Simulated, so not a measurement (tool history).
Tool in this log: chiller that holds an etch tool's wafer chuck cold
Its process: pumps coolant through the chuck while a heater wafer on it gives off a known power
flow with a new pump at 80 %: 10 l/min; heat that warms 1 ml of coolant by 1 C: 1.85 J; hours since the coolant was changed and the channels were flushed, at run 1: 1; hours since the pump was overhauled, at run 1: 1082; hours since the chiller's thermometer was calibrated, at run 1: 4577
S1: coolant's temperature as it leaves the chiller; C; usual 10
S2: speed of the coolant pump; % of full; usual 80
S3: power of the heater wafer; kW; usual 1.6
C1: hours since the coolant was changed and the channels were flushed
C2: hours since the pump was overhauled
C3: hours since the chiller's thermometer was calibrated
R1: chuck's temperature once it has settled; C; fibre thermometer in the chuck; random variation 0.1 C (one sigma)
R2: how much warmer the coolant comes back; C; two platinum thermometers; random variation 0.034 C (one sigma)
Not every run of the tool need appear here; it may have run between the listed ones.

run,day,S1,S2,S3,C1,C2,C3,R1,R2
1,0,10,80,1.6,1,1082,4577,21.1,5.26
2,1.708,10,80,1.6,42,1123,4618,20.9,5.3
3,2.888,10,80,1.6,70,1152,4646,20.9,5.26
4,4.604,18,80,1.6,112,1193,4687,29.1,5.24
5,5.612,18,80,1.6,136,1217,4712,29.1,5.26
6,6.854,10,80,1.6,166,1247,4741,21,5.26
7,8.221,10,80,1.6,198,1279,4774,20.9,5.24
8,9.712,10,80,1.6,234,1315,4810,20.9,5.24
9,10.9,10,80,1.6,263,1344,4839,21.2,5.24
10,12.254,10,80,1.6,295,1376,4871,21.1,5.27
11,13.067,10,80,1.809,315,1396,4891,22.5,6.06
12,14.212,10,80,1.809,342,1423,4918,22.6,5.96
13,14.942,10,80,1.6,360,1441,4936,21.1,5.27
14,15.971,10,80,1.6,384,1465,4960,21.1,5.27
15,17.658,10,80,1.6,425,1506,5001,20.9,5.33
16,18.812,10,80,1.6,453,1534,5028,20.7,5.32
17,19.721,10,80,1.6,474,1556,5050,21,5.28
18,21.479,10,80,1.6,516,1598,5092,21.1,5.23
# day 21.996: chiller's thermometer calibrated
19,22.375,5,70,1.905,537,1618,9,20.1,7.22
20,23.621,5,70,1.905,567,1648,39,20.3,7.22
21,24.862,5,70,1.905,597,1678,69,20,7.24
# day 25.146: coolant pump overhauled
22,26.7,10,92,1.6,636,37,108,20.6,4.59
23,28.112,4,74,1.302,670,71,142,14,4.69
24,29.733,6,74,1.302,709,110,181,16,4.68
25,30.988,15,65,1.671,739,140,211,29.1,6.91
26,32.242,15,92,1.671,769,170,241,26.1,4.84
27,33.125,13,94,1.006,790,192,262,19.6,2.81
# day 34.075: coolant pump overhauled, once more
28,34.075,1,74,0.929,808,0,280,8.1,3.29
29,35.004,1,74,0.929,830,22,302,8.1,3.31
30,35.9,1,74,2.249,852,44,324,18,7.96
31,37.433,11,77,1.482,888,81,360,22.1,4.99
32,38.462,2,80,1.6,913,105,385,13.6,5.17
33,39.5,2,90,1.993,938,130,410,15.3,5.76

Each row is a separate what-if for the run after 33, all from the same tool condition, not one after another. Results?
A,40.833,10,96,1.6,970,162,442,?,?
B,40.833,2,90,2.099,970,162,442,?,?
C,40.833,10,95,1.993,970,162,442,?,?

run,R1,R2
A,20.2,4.36
B,15.9,6.06
C,22.8,5.45
With no hidden state in the tool, these same runs would have given:
run,R1,R2
A,20,4.35
B,15.6,6.05
C,22.5,5.44

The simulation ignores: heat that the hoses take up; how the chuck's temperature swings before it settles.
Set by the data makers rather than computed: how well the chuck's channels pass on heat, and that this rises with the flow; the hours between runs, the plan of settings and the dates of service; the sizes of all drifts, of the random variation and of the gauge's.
